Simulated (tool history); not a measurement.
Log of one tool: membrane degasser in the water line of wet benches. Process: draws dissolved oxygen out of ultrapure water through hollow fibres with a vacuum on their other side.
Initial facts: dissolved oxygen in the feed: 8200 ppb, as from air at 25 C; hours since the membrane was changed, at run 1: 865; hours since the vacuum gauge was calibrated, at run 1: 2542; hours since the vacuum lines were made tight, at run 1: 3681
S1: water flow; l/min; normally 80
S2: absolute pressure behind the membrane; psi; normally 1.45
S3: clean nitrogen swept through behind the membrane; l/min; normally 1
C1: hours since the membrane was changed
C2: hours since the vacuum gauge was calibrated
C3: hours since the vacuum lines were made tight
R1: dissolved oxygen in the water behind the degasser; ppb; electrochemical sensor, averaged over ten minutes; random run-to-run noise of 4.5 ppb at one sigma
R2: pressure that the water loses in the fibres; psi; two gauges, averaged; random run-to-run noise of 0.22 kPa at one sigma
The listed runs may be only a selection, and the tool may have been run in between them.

Run 1, day 0: usual settings; C1 865; C2 2542; C3 3681. Result: R1 993.1 ppb, R2 7.6 psi.
Run 2, day 2.167: usual settings but S3 2.37 l/min; C1 917; C2 2594; C3 3733. Result: R1 607.7 ppb, R2 7.681 psi.
Run 3, day 4.738: usual settings but S1 114 l/min; C1 979; C2 2656; C3 3795. Result: R1 1307.6 ppb, R2 10.923 psi.
Run 4, day 6.729: usual settings but S1 114 l/min; C1 1027; C2 2703; C3 3843. Result: R1 1314.4 ppb, R2 10.834 psi.
Run 5, day 9.6: usual settings but S1 114 l/min; C1 1096; C2 2772; C3 3912. Result: R1 1298.9 ppb, R2 10.807 psi.
Run 6, day 11.558: usual settings but S1 114 l/min; C1 1143; C2 2819; C3 3959. Result: R1 1301.6 ppb, R2 10.868 psi.
Run 7, day 13.775: usual settings; C1 1196; C2 2873; C3 4012. Result: R1 985.2 ppb, R2 7.63 psi.
Run 8, day 16.762: usual settings but S1 101 l/min, S2 0.93 psi, S3 0.56 l/min; C1 1268; C2 2944; C3 4083. Result: R1 889.2 ppb, R2 9.636 psi.
Run 9, day 19.629: usual settings but S1 101 l/min, S2 0.93 psi, S3 0.56 l/min; C1 1337; C2 3013; C3 4152. Result: R1 891.1 ppb, R2 9.632 psi.
Run 10, day 21.342: usual settings but S1 101 l/min, S2 0.93 psi, S3 0.56 l/min; C1 1378; C2 3054; C3 4193. Result: R1 889.4 ppb, R2 9.59 psi.
Run 11, day 23.829: usual settings but S1 101 l/min, S2 0.93 psi, S3 0.56 l/min; C1 1437; C2 3114; C3 4253. Result: R1 887 ppb, R2 9.613 psi.
Run 12, day 27.004: usual settings but S1 101 l/min, S2 1.22 psi, S3 0.42 l/min; C1 1514; C2 3190; C3 4329. Result: R1 1384.6 ppb, R2 9.551 psi.
Run 13, day 28.929: usual settings but S1 67 l/min, S2 0.96 psi, S3 2.06 l/min; C1 1560; C2 3236; C3 4375. Result: R1 343.4 ppb, R2 6.329 psi.
Run 14, day 31.158: usual settings but S1 67 l/min, S2 0.96 psi, S3 2.06 l/min; C1 1613; C2 3290; C3 4429. Result: R1 343.3 ppb, R2 6.295 psi.

3 ways to go on from here, each from the tool as it stands after run 14. What would each give?
Run A, day 34.308: usual settings but S1 83 l/min, S2 2.03 psi, S3 0.55 l/min; C1 1689; C2 3365; C3 4505. Result: R1 ?, R2 ?.
Run B, day 34.308: usual settings but S1 114 l/min, S2 2.28 psi, S3 1.25 l/min; C1 1689; C2 3365; C3 4505. Result: R1 ?, R2 ?.
Run C, day 34.308: usual settings but S1 84 l/min, S2 0.96 psi, S3 2.06 l/min; C1 1689; C2 3365; C3 4505. Result: R1 ?, R2 ?.

run      R1      R2
  A  1948.9   7.796
  B  1818.5  10.715
  C   448.8   7.929
Without the tool's unlogged condition, the same runs would have read:
run      R1      R2
  A  1948.8   7.893
  B  1818.4  10.849
  C   448.6   8.028
